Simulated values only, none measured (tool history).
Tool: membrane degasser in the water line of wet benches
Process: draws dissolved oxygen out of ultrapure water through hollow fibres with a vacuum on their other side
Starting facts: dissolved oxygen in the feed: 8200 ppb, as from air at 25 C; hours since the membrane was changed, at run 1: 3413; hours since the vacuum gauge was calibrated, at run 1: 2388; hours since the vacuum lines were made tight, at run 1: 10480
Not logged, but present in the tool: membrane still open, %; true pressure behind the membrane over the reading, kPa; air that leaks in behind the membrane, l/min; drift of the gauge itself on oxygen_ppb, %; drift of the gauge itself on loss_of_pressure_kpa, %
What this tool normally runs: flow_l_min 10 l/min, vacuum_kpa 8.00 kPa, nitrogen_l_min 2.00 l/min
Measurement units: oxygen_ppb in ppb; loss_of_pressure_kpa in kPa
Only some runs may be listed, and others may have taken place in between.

run,hour,flow_l_min,vacuum_kpa,nitrogen_l_min,hours since the membrane was changed,hours since the vacuum gauge was calibrated,hours since the vacuum lines were made tight,oxygen_ppb,loss_of_pressure_kpa
1,0.0,10,8.00,2.00,3413,2388,10480,178.6,55.21
2,66.0,10,8.00,2.00,3479,2454,10546,184.7,55.00
3,113.2,10,8.00,2.00,3527,2501,10594,182.1,54.93
4,158.4,10,8.00,2.00,3572,2546,10639,182.2,55.04
5,222.0,10,8.00,2.00,3635,2610,10702,178.8,55.13
6,283.0,10,8.00,2.00,3696,2671,10763,183.1,54.73
7,351.5,10,8.00,2.00,3765,2739,10832,180.8,54.84
8,445.1,10,8.00,5.12,3858,2833,10925,144.8,54.83
9,515.6,10,8.00,5.12,3929,2903,10996,145.0,55.02
10,603.7,10,8.00,5.12,4017,2991,11084,147.6,55.25
11,666.6,10,8.00,2.00,4080,3054,11147,183.3,55.21
# hour 696.3: vacuum gauge calibrated
12,713.2,10,8.00,2.00,4126,17,11193,179.7,55.11
13,771.2,10,8.00,2.00,4184,75,11251,177.9,55.26
14,845.9,10,9.46,2.00,4259,150,11326,199.8,55.24
15,894.3,10,9.46,2.08,4307,198,11374,197.6,55.53
16,961.1,10,9.46,2.08,4374,265,11441,199.5,55.14
17,1043.7,6,8.00,5.43,4457,347,11524,44.5,33.32
18,1118.7,12,19.48,5.43,4532,422,11599,274.4,66.06
19,1167.9,15,5.75,0.81,4581,472,11648,393.5,82.82
20,1214.8,9,7.95,1.42,4628,519,11695,173.6,49.73
21,1272.5,10,9.32,4.03,4685,576,11752,164.3,55.39
22,1362.6,10,9.32,4.03,4776,666,11842,163.6,55.20
23,1425.0,15,17.07,1.86,4838,729,11905,544.2,82.68
24,1500.7,8,10.48,4.15,4914,804,11981,108.4,44.12
25,1567.9,9,8.00,2.00,4981,872,12048,153.0,49.63
26,1634.7,7,8.00,2.00,5048,938,12114,91.2,38.72
27,1691.7,7,8.00,2.00,5105,995,12172,94.4,38.87
28,1761.2,11,6.82,4.06,5174,1065,12241,176.4,60.51
29,1827.6,10,5.15,2.37,5241,1131,12307,144.1,55.66
30,1881.8,6,5.15,2.15,5295,1186,12362,45.8,33.40
31,1947.5,10,5.30,1.16,5360,1251,12427,171.0,55.30
32,2014.0,10,5.30,1.16,5427,1318,12494,169.5,55.48

Forecast each of these 3 alternatives for the next run:
A,2057.8,14,5.70,1.48,5471,1362,12538,?,?
B,2057.8,9,6.03,4.49,5471,1362,12538,?,?
C,2057.8,10,5.30,1.21,5471,1362,12538,?,?

run,oxygen_ppb,loss_of_pressure_kpa
A,310.6,77.60
B,110.1,49.44
C,165.9,55.59
Without the tool's unlogged condition, the same runs would have read:
run,oxygen_ppb,loss_of_pressure_kpa
A,293.9,76.51
B,102.6,48.74
C,154.3,54.81
